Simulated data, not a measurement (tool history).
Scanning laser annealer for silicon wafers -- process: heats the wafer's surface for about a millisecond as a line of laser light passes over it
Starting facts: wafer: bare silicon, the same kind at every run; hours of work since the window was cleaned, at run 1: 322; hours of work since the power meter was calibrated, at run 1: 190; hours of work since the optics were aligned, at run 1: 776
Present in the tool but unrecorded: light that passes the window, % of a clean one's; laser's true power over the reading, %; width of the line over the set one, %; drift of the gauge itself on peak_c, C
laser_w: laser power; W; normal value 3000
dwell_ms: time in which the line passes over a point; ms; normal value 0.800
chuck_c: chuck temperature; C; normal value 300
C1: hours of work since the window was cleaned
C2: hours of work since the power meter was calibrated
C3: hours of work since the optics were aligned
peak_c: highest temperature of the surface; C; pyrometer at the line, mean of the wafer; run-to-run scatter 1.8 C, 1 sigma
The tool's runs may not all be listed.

run 1 hour=0.0 | laser_w=3000 dwell_ms=0.800 chuck_c=300 | C1=322 C2=190 C3=776 | peak_c=1030
run 2 hour=19.5 | laser_w=3000 dwell_ms=0.800 chuck_c=300 | C1=335 C2=203 C3=789 | peak_c=1031
run 3 hour=44.5 | laser_w=3000 dwell_ms=0.800 chuck_c=290 | C1=351 C2=218 C3=805 | peak_c=1017
run 4 hour=63.1 | laser_w=3000 dwell_ms=0.800 chuck_c=290 | C1=362 C2=230 C3=816 | peak_c=1018
run 5 hour=82.4 | laser_w=3000 dwell_ms=0.800 chuck_c=314 | C1=375 C2=243 C3=829 | peak_c=1041
run 6 hour=118.5 | laser_w=3000 dwell_ms=0.800 chuck_c=314 | C1=398 C2=265 C3=852 | peak_c=1040
run 7 hour=150.2 | laser_w=3000 dwell_ms=0.800 chuck_c=314 | C1=418 C2=286 C3=872 | peak_c=1038
run 8 hour=179.9 | laser_w=2597 dwell_ms=0.642 chuck_c=299 | C1=436 C2=304 C3=890 | peak_c=869
run 9 hour=212.1 | laser_w=2932 dwell_ms=0.800 chuck_c=263 | C1=457 C2=325 C3=911 | peak_c=971
run 10 hour=230.0 | laser_w=2858 dwell_ms=0.800 chuck_c=263 | C1=468 C2=336 C3=922 | peak_c=952
run 11 hour=251.2 | laser_w=2639 dwell_ms=0.999 chuck_c=324 | C1=482 C2=350 C3=936 | peak_c=1033
run 12 hour=285.9 | laser_w=3277 dwell_ms=0.999 chuck_c=297 | C1=504 C2=372 C3=958 | peak_c=1164

Predict each of these 4 candidate next runs independently; none follows another, all start after run 12:
run A hour=305.5 | laser_w=2849 dwell_ms=0.999 chuck_c=297 | C1=516 C2=384 C3=970 | peak_c=?
run B hour=305.5 | laser_w=3000 dwell_ms=0.795 chuck_c=336 | C1=516 C2=384 C3=970 | peak_c=?
run C hour=305.5 | laser_w=3000 dwell_ms=0.875 chuck_c=300 | C1=516 C2=384 C3=970 | peak_c=?
run D hour=305.5 | laser_w=3277 dwell_ms=0.758 chuck_c=287 | C1=516 C2=384 C3=970 | peak_c=?

run=A peak_c=1059
run=B peak_c=1054
run=C peak_c=1047
run=D peak_c=1046
Take away the tool's hidden state, keep each run's random variation, and the runs would have read:
run=A peak_c=1097
run=B peak_c=1090
run=C peak_c=1085
run=D peak_c=1085

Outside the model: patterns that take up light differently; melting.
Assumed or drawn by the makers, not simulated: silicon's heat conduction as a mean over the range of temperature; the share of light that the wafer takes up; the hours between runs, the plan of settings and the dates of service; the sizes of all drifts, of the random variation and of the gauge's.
